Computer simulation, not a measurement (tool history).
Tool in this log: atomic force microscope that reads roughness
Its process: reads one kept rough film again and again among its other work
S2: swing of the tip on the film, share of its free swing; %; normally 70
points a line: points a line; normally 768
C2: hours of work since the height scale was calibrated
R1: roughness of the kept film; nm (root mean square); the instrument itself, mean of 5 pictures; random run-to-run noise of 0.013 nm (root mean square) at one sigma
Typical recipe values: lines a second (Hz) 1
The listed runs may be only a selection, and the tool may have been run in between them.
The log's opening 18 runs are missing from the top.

run 19 hour=159.5 | lines_a_second_(Hz)=2.1 S2=70 points_a_line=768 | pictures_with_this_tip=22 C2=354 | R1=3.024
run 20 hour=168.3 | lines_a_second_(Hz)=0.89 S2=86 points_a_line=812 | pictures_with_this_tip=35 C2=359 | R1=3.013
run 21 hour=175 | lines_a_second_(Hz)=1 S2=85 points_a_line=812 | pictures_with_this_tip=44 C2=363 | R1=2.977
run 22 hour=186.5 | lines_a_second_(Hz)=2.12 S2=85 points_a_line=819 | pictures_with_this_tip=61 C2=369 | R1=2.73
run 23 hour=192.8 | lines_a_second_(Hz)=0.68 S2=63 points_a_line=624 | pictures_with_this_tip=70 C2=373 | R1=3.079
run 24 hour=201.3 | lines_a_second_(Hz)=1.96 S2=70 points_a_line=267 | pictures_with_this_tip=82 C2=377 | R1=2.853
run 25 hour=208.5 | lines_a_second_(Hz)=0.77 S2=85 points_a_line=768 | pictures_with_this_tip=92 C2=381 | R1=2.881
run 26 hour=214.2 | lines_a_second_(Hz)=1.49 S2=85 points_a_line=592 | pictures_with_this_tip=100 C2=384 | R1=2.745
run 27 hour=225.2 | lines_a_second_(Hz)=2.47 S2=70 points_a_line=589 | pictures_with_this_tip=116 C2=390 | R1=2.782
run 28 hour=235.3 | lines_a_second_(Hz)=3.55 S2=80 points_a_line=589 | pictures_with_this_tip=130 C2=396 | R1=2.481
run 29 hour=243.8 | lines_a_second_(Hz)=1 S2=60 points_a_line=787 | pictures_with_this_tip=143 C2=401 | R1=2.891
run 30 hour=252.5 | lines_a_second_(Hz)=1 S2=60 points_a_line=775 | pictures_with_this_tip=155 C2=405 | R1=2.881
run 31 hour=258.3 | lines_a_second_(Hz)=3.52 S2=60 points_a_line=370 | pictures_with_this_tip=163 C2=409 | R1=2.737
run 32 hour=270.5 | lines_a_second_(Hz)=3.52 S2=60 points_a_line=370 | pictures_with_this_tip=181 C2=415 | R1=2.672

Run 33 comes next. What will it give?
run 33 hour=283.4 | lines_a_second_(Hz)=1 S2=56 points_a_line=593 | pictures_with_this_tip=199 C2=422 | R1=?

Run 33 measured R1 2.805 nm (root mean square).
With the hidden condition absent and the run-to-run variation left alone, this run would have shown R1 3.253 nm (root mean square).

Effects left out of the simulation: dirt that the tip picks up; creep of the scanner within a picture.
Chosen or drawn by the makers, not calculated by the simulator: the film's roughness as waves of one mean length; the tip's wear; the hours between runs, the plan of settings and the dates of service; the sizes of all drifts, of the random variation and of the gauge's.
